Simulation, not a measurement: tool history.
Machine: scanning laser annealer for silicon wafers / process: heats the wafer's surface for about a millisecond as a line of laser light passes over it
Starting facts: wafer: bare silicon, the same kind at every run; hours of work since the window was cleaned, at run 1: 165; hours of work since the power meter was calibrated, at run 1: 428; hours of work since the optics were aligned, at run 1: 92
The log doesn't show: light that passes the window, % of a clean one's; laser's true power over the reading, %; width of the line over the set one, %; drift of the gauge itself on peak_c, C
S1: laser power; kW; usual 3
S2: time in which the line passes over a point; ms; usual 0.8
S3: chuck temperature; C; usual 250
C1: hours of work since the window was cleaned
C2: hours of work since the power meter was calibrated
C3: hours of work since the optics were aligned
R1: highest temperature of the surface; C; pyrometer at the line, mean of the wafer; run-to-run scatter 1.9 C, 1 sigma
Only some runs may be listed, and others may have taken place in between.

run   hour     S1     S2   S3   C1   C2   C3    R1
  1      0      3    0.8  250  165  428   92  1087
  2   14.5      3    0.8  250  174  437  101  1086
  3     30      3    0.8  250  184  447  111  1084
  4   40.7      3    0.8  250  190  453  117  1087
  5     49  3.009    0.8  250  196  459  123  1084
  6   66.9  3.009    0.8  250  207  470  134  1086
  7   85.1      3    0.8  250  218  481  145  1084
  8   93.9      3    0.8  216  224  487  151  1049
  9  105.2      3    0.8  250  231  494  158  1084
 10  116.2      3    0.8  250  238  501  165  1082
 11    124      3  0.829  250  243  506  170  1100
 12  142.6      3  0.829  250  254  518  181  1102
 13  161.6      3    0.8  250  266  530  193  1083
 14  172.2      3    0.8  250  273  536  200  1078
 15  189.8      3    0.8  250  284  547  211  1080
 16    205  3.272    0.8  250  294  557  221  1164
 17  219.1  3.272    0.8  250  302  566  230  1164
 18  237.3      3    0.8  250  314  577  241  1081
 19  250.6      3    0.8  250  322  586  249  1080
 20  266.2      3    0.8  240  332  595  259  1070
 21  283.4      3    0.8  240  343  606  270  1070
 22  298.2      3    0.8  240  352  615  279  1068
 23  306.9      3    0.8  240  358  621  285  1070
 24  318.5      3  0.844  250  365  628  292  1105
 25  334.7      3  0.844  250  375  638  302  1102
 26  347.7      3  0.844  250  383  647  311  1102
 27  361.1   2.58  0.587  216  392  655  319   805
 28  370.2      3    0.8  232  398  661  325  1059
 29  382.5      3    0.8  232  405  669  332  1062
 30  399.5  2.869  0.608  244  416  679  343   916
 31  410.6  2.775  0.989  250  423  686  350  1108
 32    428  2.775  0.989  250  434  697  361  1103
 33  436.3  2.775  0.989  250  439  702  366  1105
 34    452  2.828  0.669  277  449  712  376   975
 35  461.7  2.857  0.839  281  455  718  382  1087
 36  476.2      3  0.911  251  464  728  391  1139
 37  494.5  3.132    0.7  287  476  739  403  1091
 38  504.1  3.254  0.812  244  482  745  409  1154
 39  523.2  2.666  0.784  267  494  757  421   984
 40  538.3  2.666  0.784  267  503  767  430   981
 41  548.7  3.066  0.631  262  510  773  437   999

Branching from run 41: 4 alternative next runs. What would each branch give?
  A  557.8  3.111    0.8  250  516  779  443   ?
  B  557.8  2.866  0.858  262  516  779  443   ?
  C  557.8  2.621  0.631  261  516  779  443   ?
  D  557.8      3    0.8  224  516  779  443   ?

run    R1
  A  1109
  B  1072
  C   879
  D  1045
Had the tool no hidden state, the same runs would have come out as:
run    R1
  A  1131
  B  1094
  C   895
  D  1066
